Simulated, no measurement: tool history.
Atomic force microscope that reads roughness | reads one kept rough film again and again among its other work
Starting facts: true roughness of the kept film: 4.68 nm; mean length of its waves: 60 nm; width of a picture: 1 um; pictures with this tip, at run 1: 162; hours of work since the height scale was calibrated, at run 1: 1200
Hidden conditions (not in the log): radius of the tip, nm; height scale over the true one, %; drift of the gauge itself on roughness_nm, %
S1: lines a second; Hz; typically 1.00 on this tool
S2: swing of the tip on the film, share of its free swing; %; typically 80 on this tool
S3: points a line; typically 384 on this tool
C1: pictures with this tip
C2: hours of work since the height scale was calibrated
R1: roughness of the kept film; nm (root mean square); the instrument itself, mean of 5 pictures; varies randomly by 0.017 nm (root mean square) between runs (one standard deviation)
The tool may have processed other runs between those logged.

run	hour	S1	S2	S3	C1	C2	R1
1	0.0	1.00	80	384	162	1200	4.113
2	42.9	1.00	89	384	278	1233	3.901
# hour 85.5: new tip fitted
3	110.6	1.00	80	491	68	1286	4.123
4	144.5	1.00	80	491	160	1312	4.065
5	210.5	1.00	80	491	338	1364	4.010
# hour 234.4: new tip fitted
6	246.5	1.00	80	491	33	1392	4.143
7	285.9	1.00	69	384	140	1422	4.195
8	361.7	1.00	69	384	345	1482	4.093
# hour 382.3: new tip fitted
9	419.7	1.00	66	688	101	1527	4.232
10	477.4	1.25	83	688	257	1572	3.901
# hour 531.8: new tip fitted
11	548.8	1.00	77	346	46	1627	4.151
12	589.8	0.78	59	392	157	1659	4.226
13	629.4	1.41	84	384	264	1690	3.861
14	674.3	1.41	77	555	385	1725	3.901
# hour 678.6: new tip fitted
15	713.0	2.74	77	735	93	1755	3.784

Here are 3 independent what-if runs from the current tool condition. What would each one return?
A	745.6	2.46	80	438	182	1780	?
B	745.6	0.60	89	735	182	1780	?
C	745.6	1.26	61	486	182	1780	?

run	R1
A	3.689
B	4.071
C	4.171
Without the tool's hidden state the same runs would have given:
run	R1
A	3.865
B	4.264
C	4.370
